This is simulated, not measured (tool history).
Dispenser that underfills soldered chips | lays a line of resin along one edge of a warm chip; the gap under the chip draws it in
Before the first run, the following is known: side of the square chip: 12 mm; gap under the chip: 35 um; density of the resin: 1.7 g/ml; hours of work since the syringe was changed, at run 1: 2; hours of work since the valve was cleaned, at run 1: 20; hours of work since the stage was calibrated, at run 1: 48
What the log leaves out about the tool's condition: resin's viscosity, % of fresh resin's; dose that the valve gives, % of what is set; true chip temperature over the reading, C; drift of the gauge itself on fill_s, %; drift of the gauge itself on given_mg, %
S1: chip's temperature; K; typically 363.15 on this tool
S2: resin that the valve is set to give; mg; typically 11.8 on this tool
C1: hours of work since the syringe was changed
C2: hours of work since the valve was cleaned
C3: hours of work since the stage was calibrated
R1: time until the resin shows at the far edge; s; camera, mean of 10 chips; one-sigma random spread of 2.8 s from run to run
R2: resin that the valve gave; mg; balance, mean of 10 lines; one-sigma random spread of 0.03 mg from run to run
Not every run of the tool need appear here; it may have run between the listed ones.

Run 1, hour 0: usual settings; C1 2; C2 20; C3 48. Result: R1 325.8 s, R2 11.61 mg.
Run 2, hour 3.5: usual settings but S2 12.9 mg; C1 5; C2 23; C3 50. Result: R1 380.3 s, R2 12.68 mg.
Run 3, hour 6: usual settings; C1 6; C2 25; C3 52. Result: R1 434.8 s, R2 11.6 mg.
Run 4, hour 9: usual settings; C1 9; C2 27; C3 54. Result: R1 502.4 s, R2 11.59 mg.
At hour 10.2: new syringe of resin.
Run 5, hour 11.7: usual settings; C1 1; C2 28; C3 56. Result: R1 303.6 s, R2 11.56 mg.
Run 6, hour 13.8: usual settings but S1 365.15 K; C1 3; C2 30; C3 57. Result: R1 310.4 s, R2 11.56 mg.
Run 7, hour 17.1: usual settings; C1 5; C2 32; C3 59. Result: R1 393 s, R2 11.58 mg.
Run 8, hour 19.4: usual settings; C1 6; C2 34; C3 61. Result: R1 432.5 s, R2 11.53 mg.
At hour 23.9: new syringe of resin.
Run 9, hour 24: usual settings; C1 0; C2 37; C3 64. Result: R1 280 s, R2 11.51 mg.
Run 10, hour 26: usual settings; C1 1; C2 38; C3 65. Result: R1 311 s, R2 11.5 mg.
Run 11, hour 29.5: usual settings but S1 364.15 K; C1 4; C2 41; C3 68. Result: R1 361.9 s, R2 11.52 mg.
Run 12, hour 33.4: usual settings; C1 7; C2 43; C3 71. Result: R1 438.3 s, R2 11.45 mg.
Run 13, hour 35.4: usual settings but S2 11.9 mg; C1 8; C2 45; C3 72. Result: R1 483.7 s, R2 11.57 mg.
At hour 37.6: dispensing valve cleaned and set on the balance.
At hour 38.4: new syringe of resin.
Run 14, hour 40: usual settings but S2 11.9 mg; C1 1; C2 1; C3 74. Result: R1 297.3 s, R2 11.86 mg.
Run 15, hour 43.2: usual settings but S2 11.9 mg; C1 3; C2 4; C3 76. Result: R1 352.6 s, R2 11.83 mg.
Run 16, hour 46.4: usual settings but S1 367.15 K, S2 12.2 mg; C1 6; C2 6; C3 79. Result: R1 349.7 s, R2 12.08 mg.
Run 17, hour 49.8: usual settings but S1 349.15 K, S2 13.3 mg; C1 8; C2 8; C3 81. Result: R1 793.9 s, R2 13.21 mg.
At hour 51.9: new syringe of resin.
Run 18, hour 53.7: usual settings but S1 349.15 K, S2 13.3 mg; C1 1; C2 11; C3 84. Result: R1 502.2 s, R2 13.18 mg.
Run 19, hour 55.7: usual settings but S1 349.15 K, S2 15 mg; C1 3; C2 12; C3 85. Result: R1 545.4 s, R2 14.88 mg.
Run 20, hour 60.2: usual settings but S1 374.15 K, S2 10.6 mg; C1 6; C2 15; C3 88. Result: R1 280.2 s, R2 10.46 mg.
Run 21, hour 64.8: usual settings but S1 361.15 K, S2 11.2 mg; C1 9; C2 18; C3 91. Result: R1 546.2 s, R2 11 mg.
At hour 65.4: new syringe of resin.
Run 22, hour 67.2: usual settings but S1 361.15 K, S2 11.2 mg; C1 1; C2 20; C3 93. Result: R1 332.6 s, R2 11.03 mg.
Run 23, hour 69.8: usual settings but S1 350.15 K, S2 14 mg; C1 3; C2 22; C3 94. Result: R1 546.6 s, R2 13.79 mg.
Run 24, hour 74.2: usual settings but S1 360.15 K, S2 14.5 mg; C1 6; C2 25; C3 98. Result: R1 463.3 s, R2 14.22 mg.
Run 25, hour 76.5: usual settings but S1 365.15 K, S2 14.5 mg; C1 8; C2 26; C3 99. Result: R1 422 s, R2 14.24 mg.
At hour 78.9: new syringe of resin.
Run 26, hour 79.9: usual settings but S1 370.15 K, S2 14.7 mg; C1 1; C2 29; C3 101. Result: R1 218.6 s, R2 14.37 mg.
Run 27, hour 83.1: usual settings but S1 370.15 K, S2 14.7 mg; C1 3; C2 31; C3 104. Result: R1 252.8 s, R2 14.37 mg.
Run 28, hour 86.4: usual settings but S1 375.15 K, S2 11.9 mg; C1 5; C2 33; C3 106. Result: R1 258.9 s, R2 11.7 mg.

Below are 3 alternative next runs, each starting from the tool's condition after run 28. Predict each:
Run A, hour 90.4: usual settings but S1 375.15 K, S2 12.1 mg; C1 8; C2 36; C3 109. Result: R1 ?, R2 ?.
Run B, hour 90.4: usual settings but S1 362.15 K, S2 14.6 mg; C1 8; C2 36; C3 109. Result: R1 ?, R2 ?.
Run C, hour 90.4: usual settings but S1 372.15 K, S2 10.5 mg; C1 8; C2 36; C3 109. Result: R1 ?, R2 ?.

run     R1     R2
  A    312  11.75
  B  486.2  14.21
  C  356.4  10.22
Without the tool's hidden state the same runs would have given:
run     R1     R2
  A    184  12.07
  B    288  14.59
  C  208.9  10.49
